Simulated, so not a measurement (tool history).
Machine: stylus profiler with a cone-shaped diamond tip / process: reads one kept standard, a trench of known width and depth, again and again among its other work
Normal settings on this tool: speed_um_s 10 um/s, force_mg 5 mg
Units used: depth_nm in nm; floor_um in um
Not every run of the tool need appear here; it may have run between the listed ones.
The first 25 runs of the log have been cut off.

{"run": 26, "day": 57.846, "speed_um_s": 17, "force_mg": 5.5, "depth_nm": 1020.59, "floor_um": 90.19}
{"run": 27, "day": 60.271, "speed_um_s": 17, "force_mg": 5.5, "depth_nm": 1020.81, "floor_um": 90.16}
{"run": 28, "day": 61.662, "speed_um_s": 12, "force_mg": 2.01, "depth_nm": 1011.86, "floor_um": 90.02}
{"run": 29, "day": 64.092, "speed_um_s": 14, "force_mg": 2.03, "depth_nm": 1012.69, "floor_um": 90.04}
{"run": 30, "day": 65.65, "speed_um_s": 6, "force_mg": 11.03, "depth_nm": 1031.48, "floor_um": 90}
{"run": 31, "day": 67.271, "speed_um_s": 10, "force_mg": 9.49, "depth_nm": 1028.74, "floor_um": 90.02}
{"run": 32, "day": 70.25, "speed_um_s": 3, "force_mg": 3.46, "depth_nm": 1016.43, "floor_um": 89.94}
{"run": 33, "day": 72.5, "speed_um_s": 3, "force_mg": 3.46, "depth_nm": 1016.64, "floor_um": 89.9}
{"run": 34, "day": 75.608, "speed_um_s": 12, "force_mg": 3.75, "depth_nm": 1017.43, "floor_um": 89.77}
{"run": 35, "day": 76.971, "speed_um_s": 12, "force_mg": 3.75, "depth_nm": 1017.46, "floor_um": 89.67}
{"run": 36, "day": 78.304, "speed_um_s": 9, "force_mg": 9.39, "depth_nm": 1028.92, "floor_um": 89.7}
{"run": 37, "day": 80.958, "speed_um_s": 6, "force_mg": 11.02, "depth_nm": 1031.76, "floor_um": 89.68}
{"run": 38, "day": 82.792, "speed_um_s": 6, "force_mg": 10.12, "depth_nm": 1030.41, "floor_um": 89.64}
{"run": 39, "day": 85.712, "speed_um_s": 6, "force_mg": 4.53, "depth_nm": 1019.44, "floor_um": 89.5}
{"run": 40, "day": 88.783, "speed_um_s": 9, "force_mg": 5.74, "depth_nm": 1022.11, "floor_um": 89.47}
{"run": 41, "day": 91.662, "speed_um_s": 24, "force_mg": 3.59, "depth_nm": 1017.6, "floor_um": 89.3}
{"run": 42, "day": 93.688, "speed_um_s": 3, "force_mg": 5.51, "depth_nm": 1021.68, "floor_um": 89.37}
{"run": 43, "day": 95.867, "speed_um_s": 3, "force_mg": 5.51, "depth_nm": 1021.92, "floor_um": 89.25}

Run 44 has not been measured yet. What should we expect?
{"day": 97.396, "done": "height scale calibrated on a step standard"}
{"run": 44, "day": 99.0, "speed_um_s": 3, "force_mg": 5.51, "depth_nm": "?", "floor_um": "?"}

depth_nm: 1017.66 nm
floor_um: 89.26 um
Had the tool carried no hidden state, the very same run would have given depth_nm 1017.54 nm, floor_um 94 um.

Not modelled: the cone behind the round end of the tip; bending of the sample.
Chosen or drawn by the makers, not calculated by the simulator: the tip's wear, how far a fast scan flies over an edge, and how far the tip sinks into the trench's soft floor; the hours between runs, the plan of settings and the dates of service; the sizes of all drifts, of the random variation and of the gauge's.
